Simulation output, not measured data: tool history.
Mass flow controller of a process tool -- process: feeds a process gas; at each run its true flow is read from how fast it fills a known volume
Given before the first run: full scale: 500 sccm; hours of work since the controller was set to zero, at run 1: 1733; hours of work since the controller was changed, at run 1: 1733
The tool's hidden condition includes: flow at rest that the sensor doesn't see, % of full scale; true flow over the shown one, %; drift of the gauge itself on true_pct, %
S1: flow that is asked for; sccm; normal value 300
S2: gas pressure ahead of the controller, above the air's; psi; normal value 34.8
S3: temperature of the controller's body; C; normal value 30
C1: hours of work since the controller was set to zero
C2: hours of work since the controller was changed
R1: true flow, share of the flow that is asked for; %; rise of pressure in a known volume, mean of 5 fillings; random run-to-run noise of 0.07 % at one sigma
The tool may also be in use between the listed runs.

run    hour   S1    S2  S3    C1    C2     R1
  1       0  300  34.8  30  1733  1733  97.93
  2   177.2  300  34.8  30  1812  1812  97.94
  3   392.9  141  34.8  30  1909  1909  96.96
  4   577.5  300  34.8  30  1992  1992  97.88
  5     811  300  34.8  30  2096  2096  97.79
  6  1003.4  300  20.7  30  2183  2183  98.28
  7    1259  300  26.5  30  2297  2297  98.09
  8  1422.9  416  26.5  30  2371  2371  98.71
  9  1531.8  416  26.5  30  2420  2420   98.7
 10  1748.5  416  26.5  30  2517  2517  98.63
 11  1872.5  300  27.6  30  2573  2573  97.95
 12  2098.2  300  34.8  30  2674  2674  97.62
 13  2337.5  300  34.8  40  2781  2781     97
 14  2566.1  300  34.8  29  2884  2884  97.75
 15  2741.1  300  34.8  29  2963  2963  97.81
 16  2880.8  447  34.8  30  3025  3025  98.37
 17  3113.3  230  34.8  30  3130  3130   97.3
 18  3302.1  230  34.8  30  3214  3214   97.3
 19  3470.4  230  34.8  32  3290  3290  97.12
 20  3699.8  300  34.8  32  3393  3393  97.47
 21  3955.5  300  34.8  32  3507  3507  97.48
 22  4178.4  300  34.8  39  3608  3608  96.97
 23  4395.6  300  34.8  30  3705  3705  97.44
 24  4516.6  300  34.8  21  3759  3759  98.09
 25  4704.9  300  34.8  21  3844  3844  97.94
 26  4941.4  345  36.4  21  3950  3950  98.24
 27  5124.7  270    37  23  4032  4032   97.7
 28  5355.8  129  33.2  39  4136  4136  96.27
 29    5471  444  25.4  23  4188  4188  98.88
 30  5721.4  444  25.4  23  4300  4300  98.82
 31  5893.1  444  25.4  23  4377  4377  98.89
 32    6064  444  25.4  23  4454  4454  98.81
 33  6314.3   90  20.7  23  4566  4566  97.75
 34  6502.5  300  20.7  22  4650  4650  98.18
 35  6728.9  239    30  30  4752  4752  97.09
 36  6894.8  300  20.5  27  4826  4826   97.8
 37  7115.5  300  34.8  30  4926  4926  97.28
 38    7245   61  34.8  23  4984  4984     98
 39  7361.1   61  34.8  23  5036  5036  97.97
 40  7610.7  289  37.6  21  5148  5148  97.65
 41    7806  119  34.8  20  5235  5235  97.43
 42  7959.7  300  32.9  30  5304  5304  97.21
 43  8128.6  300  32.9  30  5380  5380  97.26
 44  8242.1  206  39.5  30  5431  5431  96.58
 45  8477.3  300  28.9  23  5537  5537   97.8
 46    8617  141  34.8  30  5599  5599  96.63
 47  8855.1  141  34.8  30  5706  5706  96.66

Below, some changes in R1 between adjacent runs. For each, the amount present without the hidden state too (settings, incoming material, random variation) and the amount remaining for the hidden state with gauge scatter not shared by both compared results:
Run 27 -> 28: S1 270 -> 129, S2 37 -> 33.2, S3 23 -> 39. R1 -1.43 %: hidden state +0.47, all else -1.9.
Run 28 -> 29: S1 129 -> 444, S2 33.2 -> 25.4, S3 39 -> 23. R1 +2.61 %: hidden state -0.67, all else +3.28.
Run 32 -> 33: S1 444 -> 90, S2 25.4 -> 20.7. R1 -1.06 %: hidden state +1.15, all else -2.21.
Run 37 -> 38: S1 300 -> 61, S3 30 -> 23. R1 +0.72 %: hidden state +1.88, all else -1.16.
Run 39 -> 40: S1 61 -> 289, S2 34.8 -> 37.6, S3 23 -> 21. R1 -0.32 %: hidden state -1.93, all else +1.61.
Run 44 -> 45: S1 206 -> 300, S2 39.5 -> 28.9, S3 30 -> 23. R1 +1.22 %: hidden state -0.27, all else +1.49.

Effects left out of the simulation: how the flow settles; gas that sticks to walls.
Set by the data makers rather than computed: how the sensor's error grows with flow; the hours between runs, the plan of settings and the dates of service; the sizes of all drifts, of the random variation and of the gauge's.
